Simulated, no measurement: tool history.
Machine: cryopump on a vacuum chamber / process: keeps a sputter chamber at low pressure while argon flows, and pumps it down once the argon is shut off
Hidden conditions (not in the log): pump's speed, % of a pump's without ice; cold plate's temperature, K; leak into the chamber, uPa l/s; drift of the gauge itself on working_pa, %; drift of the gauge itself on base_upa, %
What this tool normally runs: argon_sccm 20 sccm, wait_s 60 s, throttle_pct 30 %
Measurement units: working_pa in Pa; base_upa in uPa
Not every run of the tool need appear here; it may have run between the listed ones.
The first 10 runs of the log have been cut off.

run	hour	argon_sccm	wait_s	throttle_pct	hours of work since the pump was warmed up and emptied	hours of work since the cold head was overhauled	hours of work since the chamber's fittings were tightened	working_pa	base_upa
11	560.7	20	60	34	192	1125	284	0.0738	1.80
12	618.6	20	60	34	231	1164	322	0.0749	1.80
13	670.1	20	60	30	265	1198	357	0.0846	1.84
14	725.8	20	60	30	302	1235	394	0.0848	1.79
15	782.8	20	60	30	340	1273	431	0.0847	1.87
16	817.4	14	60	30	363	1296	454	0.0598	1.88
17	873.7	31	60	30	400	1333	492	0.1315	1.91
18	908.0	31	60	30	423	1356	514	0.1325	1.92
19	978.0	12	129	38	469	1403	561	0.0416	1.24
20	1020.5	12	129	38	498	1431	589	0.0422	1.28
21	1072.8	14	180	27	532	1465	624	0.0670	1.04
22	1124.3	8	112	30	566	1500	658	0.0346	1.38
23	1192.3	20	169	30	612	1545	703	0.0884	1.18
24	1254.8	20	169	30	653	1586	745	0.0896	1.18
25	1310.3	20	169	16	690	1623	782	0.1610	1.21
26	1354.5	27	158	16	719	1652	811	0.2175	1.27
27	1422.2	24	21	26	764	1697	856	0.1247	4.82
28	1462.5	24	159	15	791	1724	883	0.2061	1.34
29	1518.5	20	45	30	828	1761	920	0.0924	2.65
30	1559.4	20	45	30	855	1789	947	0.0927	2.76
31	1595.8	20	25	19	879	1813	971	0.1403	4.15
32	1647.9	37	230	30	914	1847	1006	0.1759	1.30
# hour 1683.1: pump warmed up, emptied and cooled again
33	1707.8	31	24	30	16	1884	1042	0.1260	4.26
34	1751.9	15	36	50	46	1913	1071	0.0374	3.05
35	1804.6	15	36	50	81	1948	1106	0.0375	3.01

Each row is a separate what-if for the run after 35, all from the same tool condition, not one after another. Results?
A	1866.5	15	36	25	122	1989	1148	?	?
B	1866.5	16	51	18	122	1989	1148	?	?
C	1866.5	15	40	50	122	1989	1148	?	?

run	working_pa	base_upa
A	0.0737	3.08
B	0.1096	2.40
C	0.0378	2.79
What these runs would have given with no unlogged condition in the tool:
run	working_pa	base_upa
A	0.0725	2.59
B	0.1083	1.92
C	0.0366	2.31

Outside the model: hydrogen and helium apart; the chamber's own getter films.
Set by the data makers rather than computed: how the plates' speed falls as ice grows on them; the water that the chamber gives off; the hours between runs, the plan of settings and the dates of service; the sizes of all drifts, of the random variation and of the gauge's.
